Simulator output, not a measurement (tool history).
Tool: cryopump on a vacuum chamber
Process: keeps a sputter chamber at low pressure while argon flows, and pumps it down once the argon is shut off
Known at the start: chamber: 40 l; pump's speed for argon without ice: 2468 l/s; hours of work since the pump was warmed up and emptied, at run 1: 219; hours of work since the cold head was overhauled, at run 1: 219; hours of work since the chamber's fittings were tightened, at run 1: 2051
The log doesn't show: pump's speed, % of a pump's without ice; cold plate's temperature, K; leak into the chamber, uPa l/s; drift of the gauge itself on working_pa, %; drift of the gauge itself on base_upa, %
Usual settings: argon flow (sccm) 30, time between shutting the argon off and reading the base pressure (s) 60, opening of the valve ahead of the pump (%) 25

run     day  argon flow (sccm)  time between shutting the argon off and reading the base pressure (s)  opening of the valve ahead of the pump (%)  hours of work since the pump was warmed up and emptied  hours of work since the cold head was overhauled  hours of work since the chamber's fittings were tightened  pressure while argon flows (Pa)  pressure after the wait (uPa)
  1       0                 30                                                                     60                                          25                                                     219                                               219                                                       2051                           0.0833                           0.67
  2   0.683                 30                                                                     60                                          25                                                     228                                               228                                                       2060                           0.0847                           0.76
  3   2.075                 30                                                                     60                                          25                                                     247                                               247                                                       2079                           0.0852                           0.74
  4   2.871                 30                                                                    231                                          25                                                     258                                               258                                                       2090                           0.0847                           0.57
  5   4.129                 12                                                                     60                                          25                                                     275                                               275                                                       2107                           0.0337                           0.75
  6   5.058                 12                                                                     60                                          25                                                     288                                               288                                                       2120                           0.0336                           0.74
  7   5.838                 12                                                                     60                                          25                                                     299                                               299                                                       2131                           0.0348                           0.81
  8   7.042                 12                                                                     60                                          25                                                     315                                               315                                                       2147                           0.0339                           0.77
  9   7.929                 12                                                                     60                                          25                                                     327                                               327                                                       2159                           0.0348                           0.77
 10   8.696                 12                                                                     60                                          30                                                     338                                               338                                                       2170                            0.028                           0.76
 11  10.083                 12                                                                     60                                          30                                                     357                                               357                                                       2189                           0.0294                           0.78
 12  11.129                 30                                                                     60                                          25                                                     371                                               371                                                       2203                           0.0859                           0.79
 13  11.975                 30                                                                     60                                          25                                                     382                                               382                                                       2215                           0.0859                           0.77
 14  12.921                 30                                                                     60                                          25                                                     395                                               395                                                       2227                           0.0856                           0.79
 15  14.162                 30                                                                     60                                          25                                                     412                                               412                                                       2244                           0.0858                           0.82
 16  15.417                 30                                                                     60                                          25                                                     429                                               429                                                       2262                            0.087                           0.82
 17  16.442                 30                                                                     60                                          25                                                     443                                               443                                                       2276                           0.0872                           0.86
 18  17.862                 37                                                                     91                                          54                                                     463                                               463                                                       2295                           0.0526                           0.77
 19  18.742                 43                                                                     91                                          24                                                     475                                               475                                                       2307                           0.1297                           0.79
 20  19.704                 43                                                                     36                                          24                                                     488                                               488                                                       2320                           0.1301                              1
 21  20.612                 43                                                                     36                                          24                                                     500                                               500                                                       2333                           0.1307                              1
 22  21.854                 23                                                                    163                                          24                                                     517                                               517                                                       2350                           0.0709                           0.76
 23  22.804                 23                                                                    163                                          24                                                     530                                               530                                                       2362                           0.0696                           0.73
 24  23.546                 13                                                                     23                                          29                                                     541                                               541                                                       2373                           0.0335                           1.27
 25  24.325                 25                                                                     49                                          29                                                     551                                               551                                                       2383                            0.064                           0.96
 26  25.433                 25                                                                     73                                          50                                                     566                                               566                                                       2398                           0.0393                           0.85
 27  26.825                 30                                                                     62                                          27                                                     585                                               585                                                       2417                           0.0825                           0.93
 28  27.967                 31                                                                     55                                          37                                                     601                                               601                                                       2433                           0.0639                           0.92
 29  28.817                 32                                                                     40                                          33                                                     613                                               613                                                       2445                           0.0732                           1.06
 30      30                 30                                                                     74                                          33                                                     629                                               629                                                       2461                           0.0687                           0.86
 31  31.112                 14                                                                     60                                          25                                                     644                                               644                                                       2476                           0.0411                           0.96
 32  32.042                 45                                                                     39                                          25                                                     657                                               657                                                       2489                           0.1353                           1.11
 33  33.283                 14                                                                     60                                          31                                                     674                                               674                                                       2506                           0.0343                           0.99

Some steps in pressure while argon flows (Pa) between neighbouring runs. How much of each would the tool show without its hidden state too (settings, what came in, random variation), and how much is left for the hidden state, with any gauge scatter that isn't in both results?
Run 18 -> 19: argon flow (sccm) 37 -> 43, opening of the valve ahead of the pump (%) 54 -> 24. pressure while argon flows (Pa) +0.0771: hidden state +0.0011, all else +0.076.
Run 30 -> 31: argon flow (sccm) 30 -> 14, time between shutting the argon off and reading the base pressure (s) 74 -> 60, opening of the valve ahead of the pump (%) 33 -> 25. pressure while argon flows (Pa) -0.0276: hidden state -0.0036, all else -0.024.
Run 31 -> 32: argon flow (sccm) 14 -> 45, time between shutting the argon off and reading the base pressure (s) 60 -> 39. pressure while argon flows (Pa) +0.0942: hidden state +0.0077, all else +0.0865.
Run 32 -> 33: argon flow (sccm) 45 -> 14, time between shutting the argon off and reading the base pressure (s) 39 -> 60, opening of the valve ahead of the pump (%) 25 -> 31. pressure while argon flows (Pa) -0.101: hidden state -0.0075, all else -0.0935.
